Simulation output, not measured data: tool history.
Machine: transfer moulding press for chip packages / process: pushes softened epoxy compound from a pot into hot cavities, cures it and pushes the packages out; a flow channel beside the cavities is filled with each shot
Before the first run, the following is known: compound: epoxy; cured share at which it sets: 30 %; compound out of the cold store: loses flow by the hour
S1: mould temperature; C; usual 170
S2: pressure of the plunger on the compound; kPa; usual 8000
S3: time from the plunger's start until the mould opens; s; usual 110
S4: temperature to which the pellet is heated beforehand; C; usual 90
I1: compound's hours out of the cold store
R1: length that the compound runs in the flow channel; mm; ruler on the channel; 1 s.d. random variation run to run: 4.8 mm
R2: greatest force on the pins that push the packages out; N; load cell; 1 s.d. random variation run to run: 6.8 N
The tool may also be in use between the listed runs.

run	day	S1	S2	S3	S4	I1	R1	R2
1	0.000	170	8000	110	90	17.1	681	435
# day 1.117: cavities cleaned with cleaning compound and waxed
2	1.425	170	8000	110	90	39.3	638	294
3	2.496	170	8000	110	90	34.7	642	359
4	4.633	170	8000	110	90	36.5	639	403
5	5.917	170	8000	110	90	28.2	651	442
# day 6.975: cavities cleaned with cleaning compound and waxed
6	7.071	167	8400	132	98	41.4	653	250
7	8.604	167	8860	107	98	24.7	699	473
8	9.883	170	8000	110	85	45.0	615	397
9	11.571	170	8000	110	85	14.4	664	467
# day 12.679: cavities cleaned with cleaning compound and waxed
10	12.821	170	8000	110	85	21.0	641	308

What if the next run were any one of these 3? Each begins from the tool's condition after run 10:
A	13.846	176	8610	110	99	35.8	?	?
B	13.846	167	9500	134	85	28.2	?	?
C	13.846	169	6490	110	91	47.6	?	?

run	R1	R2
A	623	243
B	705	303
C	544	361
Had the tool no hidden state, the same runs would have come out as:
run	R1	R2
A	652	195
B	736	238
C	568	280

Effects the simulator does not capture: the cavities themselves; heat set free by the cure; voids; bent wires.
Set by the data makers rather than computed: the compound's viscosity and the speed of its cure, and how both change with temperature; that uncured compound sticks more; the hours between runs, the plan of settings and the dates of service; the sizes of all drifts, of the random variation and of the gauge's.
